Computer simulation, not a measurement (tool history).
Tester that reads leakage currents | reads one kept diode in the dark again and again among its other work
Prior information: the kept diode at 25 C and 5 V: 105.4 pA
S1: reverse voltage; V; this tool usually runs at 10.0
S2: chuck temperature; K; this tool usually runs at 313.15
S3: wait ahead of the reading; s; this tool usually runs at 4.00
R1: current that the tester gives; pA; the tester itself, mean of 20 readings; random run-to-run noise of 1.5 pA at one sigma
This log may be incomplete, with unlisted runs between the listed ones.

run    hour    S1      S2    S3       R1
  1     0.0  10.0  313.15  4.00   509.56
  2   141.1  10.0  313.15  4.00   508.11
  3   372.2  10.0  319.15  4.00   804.75
      577.5  -- chuck's temperature calibrated
  4   582.6  10.0  319.15  4.00   802.48
  5   749.4  10.0  319.15  1.29   799.94
  6   957.2  10.0  313.15  1.78   510.96
  7  1090.4  10.0  313.15  1.78   509.60
  8  1232.8  10.0  313.15  0.83   508.60
  9  1337.6  10.0  313.15  0.83   509.96
 10  1465.4  10.0  313.15  0.83   509.38
     1594.8  -- chuck's temperature calibrated
 11  1594.8  10.0  313.15  0.83   509.45
 12  1739.0  10.0  294.15  4.00   105.76
     1943.7  -- probe card cleaned and baked
 13  1962.0  10.0  294.15  4.00   105.74
 14  2087.4   7.7  313.15  4.00   447.47
 15  2313.2   1.7  313.15  4.00   210.68
 16  2561.0   1.7  313.15  4.00   211.18
     2619.2  -- chuck's temperature calibrated
 17  2814.5   3.4  325.15  3.22   736.02
     2847.9  -- tester calibrated
 18  3016.5   1.1  313.15  2.44   170.73
 19  3225.7   2.3  308.15  5.94   165.25
 20  3446.4  10.0  327.15  0.94  1442.91
 21  3554.1  10.0  327.15  0.94  1448.18
     3646.6  -- chuck's temperature calibrated
 22  3658.3  10.0  327.15  0.94  1443.46
 23  3890.9  10.0  327.15  0.94  1445.63
 24  4031.7  10.0  327.15  0.94  1439.62
 25  4201.6  16.3  321.15  0.94  1186.31
 26  4380.2  16.3  321.15  0.94  1194.38
 27  4621.3  16.3  300.15  0.94   228.86
     4674.4  -- chuck's temperature calibrated
 28  4729.6   3.1  323.15  0.48   605.27
 29  4916.7   6.7  316.15  3.44   525.88
     5050.7  -- probe card cleaned and baked
 30  5111.0  10.0  312.15  1.65   471.97
 31  5288.0  12.3  312.15  4.93   519.40
 32  5409.1  12.3  312.15  4.93   521.05

Branching from run 32: 4 alternative next runs. What would each branch give?
  A  5516.8   3.0  322.15  8.04   ?
  B  5516.8   2.2  312.15  4.93   ?
  C  5516.8  11.2  312.15  4.93   ?
  D  5516.8  12.3  307.15  2.25   ?

run      R1
  A  555.54
  B  222.45
  C  498.59
  D  352.09
The same runs, with their run-to-run variation unchanged, on a tool lacking any hidden condition would have given:
run      R1
  A  555.31
  B  222.34
  C  498.34
  D  351.89
